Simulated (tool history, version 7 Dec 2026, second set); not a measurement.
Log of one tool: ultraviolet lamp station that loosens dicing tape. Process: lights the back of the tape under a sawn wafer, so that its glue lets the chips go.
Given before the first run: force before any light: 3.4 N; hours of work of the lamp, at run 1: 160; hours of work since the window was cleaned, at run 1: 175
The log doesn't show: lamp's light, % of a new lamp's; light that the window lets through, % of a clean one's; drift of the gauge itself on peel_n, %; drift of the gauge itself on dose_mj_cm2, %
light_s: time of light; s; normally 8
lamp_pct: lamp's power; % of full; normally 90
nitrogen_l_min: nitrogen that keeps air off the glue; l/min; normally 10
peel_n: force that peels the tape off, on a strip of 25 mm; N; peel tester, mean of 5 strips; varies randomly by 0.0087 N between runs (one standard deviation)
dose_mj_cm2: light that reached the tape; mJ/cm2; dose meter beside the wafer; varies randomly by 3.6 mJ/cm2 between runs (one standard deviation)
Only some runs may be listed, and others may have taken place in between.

run    hour  light_s  lamp_pct  nitrogen_l_min  hours of work of the lamp  hours of work since the window was cleaned  peel_n  dose_mj_cm2
  1     0.0        8        90              10                        160                                         175   0.425          509
  2    44.3        8        90              10                        191                                         207   0.434          492
  3   110.4       13        90              10                        238                                         253   0.275          771
  4   152.4        8        90              10                        268                                         283   0.475          465
      172.2  -- window cleaned of glue's vapour
  5   196.7        8        90              10                        299                                          17   0.551          432
  6   262.8       10        90              10                        346                                          64   0.417          511
      308.0  -- window cleaned of glue's vapour, once more
  7   313.4       10        90              10                        381                                           4   0.340          632
  8   380.6       10        90              10                        429                                          51   0.344          609
  9   414.6       10        90              10                        453                                          75   0.362          598
 10   454.7       10        90              10                        481                                         104   0.366          588
 11   519.8       10        90              10                        527                                         150   0.374          557
 12   577.2        8        76              10                        568                                         191   0.643          364
 13   639.3        8        76              10                        612                                         235   0.698          349
 14   713.4       15        83              18                        664                                         287   0.260          681
      728.1  -- window cleaned of glue's vapour
 15   761.8       15        96               8                        698                                          24   0.246          873
 16   832.4       15        96              13                        748                                          74   0.238          844
 17   896.3       15        96              12                        793                                         119   0.233          822
 18   976.0       15        96              12                        850                                         176   0.246          772
 19  1035.4        6        92               9                        892                                         218   0.973          281

Branching from run 19: 3 alternative next runs. What would each branch give?
  A  1115.9        5        84               3                        949                                         275       ?            ?
  B  1115.9        6        61               7                        949                                         275       ?            ?
  C  1115.9        9        90              10                        949                                         275       ?            ?

run  peel_n  dose_mj_cm2
  A   1.846          202
  B   1.580          176
  C   0.617          399
What these runs would have given with no unlogged condition in the tool:
run  peel_n  dose_mj_cm2
  A   1.231          342
  B   0.984          298
  C   0.309          672
